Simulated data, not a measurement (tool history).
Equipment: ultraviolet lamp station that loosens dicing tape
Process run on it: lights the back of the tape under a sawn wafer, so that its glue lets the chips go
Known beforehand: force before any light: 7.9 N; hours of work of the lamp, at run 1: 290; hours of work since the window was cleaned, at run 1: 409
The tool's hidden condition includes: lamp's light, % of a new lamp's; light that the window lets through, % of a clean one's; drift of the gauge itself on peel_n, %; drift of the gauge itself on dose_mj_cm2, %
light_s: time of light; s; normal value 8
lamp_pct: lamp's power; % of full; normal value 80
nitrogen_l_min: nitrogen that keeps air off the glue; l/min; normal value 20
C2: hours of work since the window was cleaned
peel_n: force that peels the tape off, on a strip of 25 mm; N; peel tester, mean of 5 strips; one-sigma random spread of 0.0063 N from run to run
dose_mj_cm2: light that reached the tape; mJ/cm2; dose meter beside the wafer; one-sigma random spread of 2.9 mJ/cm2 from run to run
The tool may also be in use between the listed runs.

{"run": 1, "hour": 0.0, "light_s": 8, "lamp_pct": 80, "nitrogen_l_min": 20, "hours of work of the lamp": 290, "C2": 409, "peel_n": 0.259, "dose_mj_cm2": 363}
{"run": 2, "hour": 28.5, "light_s": 8, "lamp_pct": 80, "nitrogen_l_min": 20, "hours of work of the lamp": 304, "C2": 423, "peel_n": 0.26, "dose_mj_cm2": 358}
{"run": 3, "hour": 49.6, "light_s": 8, "lamp_pct": 80, "nitrogen_l_min": 20, "hours of work of the lamp": 315, "C2": 434, "peel_n": 0.265, "dose_mj_cm2": 362}
{"run": 4, "hour": 73.8, "light_s": 8, "lamp_pct": 80, "nitrogen_l_min": 20, "hours of work of the lamp": 327, "C2": 446, "peel_n": 0.271, "dose_mj_cm2": 363}
{"run": 5, "hour": 97.6, "light_s": 8, "lamp_pct": 80, "nitrogen_l_min": 20, "hours of work of the lamp": 339, "C2": 458, "peel_n": 0.27, "dose_mj_cm2": 355}
{"run": 6, "hour": 141.6, "light_s": 8, "lamp_pct": 80, "nitrogen_l_min": 20, "hours of work of the lamp": 361, "C2": 480, "peel_n": 0.284, "dose_mj_cm2": 352}
{"run": 7, "hour": 164.7, "light_s": 8, "lamp_pct": 80, "nitrogen_l_min": 14, "hours of work of the lamp": 373, "C2": 492, "peel_n": 0.387, "dose_mj_cm2": 354}
{"run": 8, "hour": 190.2, "light_s": 14, "lamp_pct": 80, "nitrogen_l_min": 14, "hours of work of the lamp": 385, "C2": 505, "peel_n": 0.141, "dose_mj_cm2": 618}
{"run": 9, "hour": 224.0, "light_s": 14, "lamp_pct": 80, "nitrogen_l_min": 14, "hours of work of the lamp": 402, "C2": 522, "peel_n": 0.152, "dose_mj_cm2": 601}
{"run": 10, "hour": 259.7, "light_s": 8, "lamp_pct": 80, "nitrogen_l_min": 23, "hours of work of the lamp": 420, "C2": 540, "peel_n": 0.252, "dose_mj_cm2": 344}
{"run": 11, "hour": 280.2, "light_s": 8, "lamp_pct": 80, "nitrogen_l_min": 23, "hours of work of the lamp": 431, "C2": 550, "peel_n": 0.258, "dose_mj_cm2": 347}
{"run": 12, "hour": 309.5, "light_s": 8, "lamp_pct": 80, "nitrogen_l_min": 20, "hours of work of the lamp": 445, "C2": 565, "peel_n": 0.291, "dose_mj_cm2": 346}
{"run": 13, "hour": 340.5, "light_s": 8, "lamp_pct": 80, "nitrogen_l_min": 20, "hours of work of the lamp": 461, "C2": 580, "peel_n": 0.294, "dose_mj_cm2": 341}
{"run": 14, "hour": 360.1, "light_s": 8, "lamp_pct": 80, "nitrogen_l_min": 20, "hours of work of the lamp": 471, "C2": 590, "peel_n": 0.294, "dose_mj_cm2": 339}
{"run": 15, "hour": 384.6, "light_s": 8, "lamp_pct": 80, "nitrogen_l_min": 20, "hours of work of the lamp": 483, "C2": 602, "peel_n": 0.301, "dose_mj_cm2": 336}
{"run": 16, "hour": 427.4, "light_s": 10, "lamp_pct": 80, "nitrogen_l_min": 20, "hours of work of the lamp": 505, "C2": 624, "peel_n": 0.198, "dose_mj_cm2": 415}
{"hour": 448.5, "done": "window cleaned of glue's vapour"}
{"run": 17, "hour": 449.5, "light_s": 12, "lamp_pct": 80, "nitrogen_l_min": 20, "hours of work of the lamp": 515, "C2": 1, "peel_n": 0.126, "dose_mj_cm2": 551}
{"run": 18, "hour": 486.5, "light_s": 12, "lamp_pct": 80, "nitrogen_l_min": 20, "hours of work of the lamp": 534, "C2": 19, "peel_n": 0.147, "dose_mj_cm2": 546}
{"run": 19, "hour": 525.3, "light_s": 12, "lamp_pct": 80, "nitrogen_l_min": 20, "hours of work of the lamp": 554, "C2": 39, "peel_n": 0.153, "dose_mj_cm2": 543}
{"run": 20, "hour": 561.8, "light_s": 12, "lamp_pct": 80, "nitrogen_l_min": 20, "hours of work of the lamp": 572, "C2": 57, "peel_n": 0.138, "dose_mj_cm2": 542}
{"run": 21, "hour": 596.4, "light_s": 8, "lamp_pct": 80, "nitrogen_l_min": 20, "hours of work of the lamp": 589, "C2": 74, "peel_n": 0.256, "dose_mj_cm2": 355}
{"run": 22, "hour": 631.9, "light_s": 9, "lamp_pct": 96, "nitrogen_l_min": 20, "hours of work of the lamp": 607, "C2": 92, "peel_n": 0.163, "dose_mj_cm2": 476}
{"run": 23, "hour": 655.4, "light_s": 6, "lamp_pct": 88, "nitrogen_l_min": 32, "hours of work of the lamp": 619, "C2": 104, "peel_n": 0.278, "dose_mj_cm2": 291}
{"run": 24, "hour": 678.3, "light_s": 6, "lamp_pct": 69, "nitrogen_l_min": 8, "hours of work of the lamp": 630, "C2": 116, "peel_n": 1.531, "dose_mj_cm2": 228}
{"run": 25, "hour": 716.9, "light_s": 6, "lamp_pct": 69, "nitrogen_l_min": 8, "hours of work of the lamp": 650, "C2": 135, "peel_n": 1.51, "dose_mj_cm2": 231}
{"run": 26, "hour": 743.1, "light_s": 13, "lamp_pct": 76, "nitrogen_l_min": 9, "hours of work of the lamp": 663, "C2": 148, "peel_n": 0.228, "dose_mj_cm2": 533}
{"run": 27, "hour": 774.9, "light_s": 6, "lamp_pct": 91, "nitrogen_l_min": 6, "hours of work of the lamp": 679, "C2": 164, "peel_n": 1.165, "dose_mj_cm2": 295}
{"run": 28, "hour": 805.5, "light_s": 6, "lamp_pct": 91, "nitrogen_l_min": 6, "hours of work of the lamp": 694, "C2": 179, "peel_n": 1.181, "dose_mj_cm2": 291}
{"run": 29, "hour": 825.5, "light_s": 6, "lamp_pct": 85, "nitrogen_l_min": 6, "hours of work of the lamp": 704, "C2": 190, "peel_n": 1.376, "dose_mj_cm2": 273}
{"run": 30, "hour": 848.0, "light_s": 9, "lamp_pct": 80, "nitrogen_l_min": 20, "hours of work of the lamp": 716, "C2": 201, "peel_n": 0.232, "dose_mj_cm2": 380}
{"run": 31, "hour": 888.8, "light_s": 9, "lamp_pct": 74, "nitrogen_l_min": 25, "hours of work of the lamp": 736, "C2": 221, "peel_n": 0.229, "dose_mj_cm2": 351}
{"run": 32, "hour": 912.2, "light_s": 8, "lamp_pct": 80, "nitrogen_l_min": 29, "hours of work of the lamp": 748, "C2": 233, "peel_n": 0.221, "dose_mj_cm2": 335}
{"run": 33, "hour": 953.2, "light_s": 15, "lamp_pct": 92, "nitrogen_l_min": 22, "hours of work of the lamp": 769, "C2": 254, "peel_n": 0.123, "dose_mj_cm2": 711}
{"run": 34, "hour": 996.6, "light_s": 16, "lamp_pct": 73, "nitrogen_l_min": 20, "hours of work of the lamp": 790, "C2": 276, "peel_n": 0.143, "dose_mj_cm2": 601}
{"run": 35, "hour": 1016.6, "light_s": 7, "lamp_pct": 80, "nitrogen_l_min": 14, "hours of work of the lamp": 801, "C2": 286, "peel_n": 0.622, "dose_mj_cm2": 289}
{"run": 36, "hour": 1034.7, "light_s": 14, "lamp_pct": 86, "nitrogen_l_min": 20, "hours of work of the lamp": 810, "C2": 295, "peel_n": 0.129, "dose_mj_cm2": 615}
{"run": 37, "hour": 1068.8, "light_s": 13, "lamp_pct": 93, "nitrogen_l_min": 31, "hours of work of the lamp": 827, "C2": 312, "peel_n": 0.124, "dose_mj_cm2": 610}
{"run": 38, "hour": 1092.9, "light_s": 4, "lamp_pct": 72, "nitrogen_l_min": 36, "hours of work of the lamp": 839, "C2": 324, "peel_n": 1.21, "dose_mj_cm2": 149}
{"run": 39, "hour": 1115.9, "light_s": 8, "lamp_pct": 88, "nitrogen_l_min": 20, "hours of work of the lamp": 850, "C2": 336, "peel_n": 0.279, "dose_mj_cm2": 348}
{"run": 40, "hour": 1154.9, "light_s": 5, "lamp_pct": 80, "nitrogen_l_min": 25, "hours of work of the lamp": 870, "C2": 355, "peel_n": 0.796, "dose_mj_cm2": 197}
{"run": 41, "hour": 1187.1, "light_s": 9, "lamp_pct": 97, "nitrogen_l_min": 10, "hours of work of the lamp": 886, "C2": 371, "peel_n": 0.346, "dose_mj_cm2": 423}
{"run": 42, "hour": 1225.8, "light_s": 9, "lamp_pct": 97, "nitrogen_l_min": 10, "hours of work of the lamp": 906, "C2": 391, "peel_n": 0.327, "dose_mj_cm2": 424}

For some of the steps in peel_n from one run to the next: how much would appear even if the tool had no hidden state, given the settings, what came in and random variation, and how much remains for the hidden state plus any gauge scatter that the measured result and the result without hidden state don't share?
Run 23 -> 24: lamp_pct 88 -> 69, nitrogen_l_min 32 -> 8. peel_n +1.253 N: hidden state +0.313, all else +0.94.
Run 25 -> 26: light_s 6 -> 13, lamp_pct 69 -> 76, nitrogen_l_min 8 -> 9. peel_n -1.282 N: hidden state -0.341, all else -0.941.
Run 29 -> 30: light_s 6 -> 9, lamp_pct 85 -> 80, nitrogen_l_min 6 -> 20. peel_n -1.144 N: hidden state -0.361, all else -0.783.
Run 37 -> 38: light_s 13 -> 4, lamp_pct 93 -> 72, nitrogen_l_min 31 -> 36. peel_n +1.086 N: hidden state +0.483, all else +0.603.
Run 38 -> 39: light_s 4 -> 8, lamp_pct 72 -> 88, nitrogen_l_min 36 -> 20. peel_n -0.931 N: hidden state -0.38, all else -0.551.

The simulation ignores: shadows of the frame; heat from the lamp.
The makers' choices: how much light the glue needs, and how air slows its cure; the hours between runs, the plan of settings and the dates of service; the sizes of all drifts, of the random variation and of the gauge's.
